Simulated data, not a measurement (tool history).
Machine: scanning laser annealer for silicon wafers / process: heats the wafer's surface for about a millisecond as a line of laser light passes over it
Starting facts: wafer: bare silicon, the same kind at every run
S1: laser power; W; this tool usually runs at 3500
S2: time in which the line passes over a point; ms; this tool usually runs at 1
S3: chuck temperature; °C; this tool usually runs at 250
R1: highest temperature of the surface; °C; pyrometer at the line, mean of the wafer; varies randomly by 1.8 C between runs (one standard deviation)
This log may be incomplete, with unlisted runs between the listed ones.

run	hour	S1	S2	S3	R1
1	0	3500	1	250	1083
2	35.2	3500	1	250	1080
3	72.6	3500	1	250	1081
4	114.3	2978	1	250	947
5	155.2	3500	1	259	1088
6	200.9	3500	1	259	1085
7	234.2	3500	1	252	1083
8	266.7	3500	0.76	252	959
9	307.7	3500	1	250	1079
10	356.4	3500	1	250	1078
11	405.2	3104	1	250	980
12	435	3104	1	250	980
13	466.6	3500	1.03	250	1092
# hour 475.9: optics aligned, line set to its width
14	524	3081	1	250	971
15	561.1	3081	1	250	970
16	601.3	3500	1	250	1080
17	650.8	3500	1	278	1108
18	682.1	3500	1	278	1106
19	720.3	3500	1	238	1066
20	746.6	2987	0.9	212	867
21	802.3	3500	1.13	250	1140
22	830.1	3500	0.89	259	1035

Expected results for the next run?
23	868.7	3500	0.89	224	?

{"run 23": {"R1": 998}}
Were there no unlogged condition in the tool, this run, its random variation unchanged, would have produced R1 998 °C.

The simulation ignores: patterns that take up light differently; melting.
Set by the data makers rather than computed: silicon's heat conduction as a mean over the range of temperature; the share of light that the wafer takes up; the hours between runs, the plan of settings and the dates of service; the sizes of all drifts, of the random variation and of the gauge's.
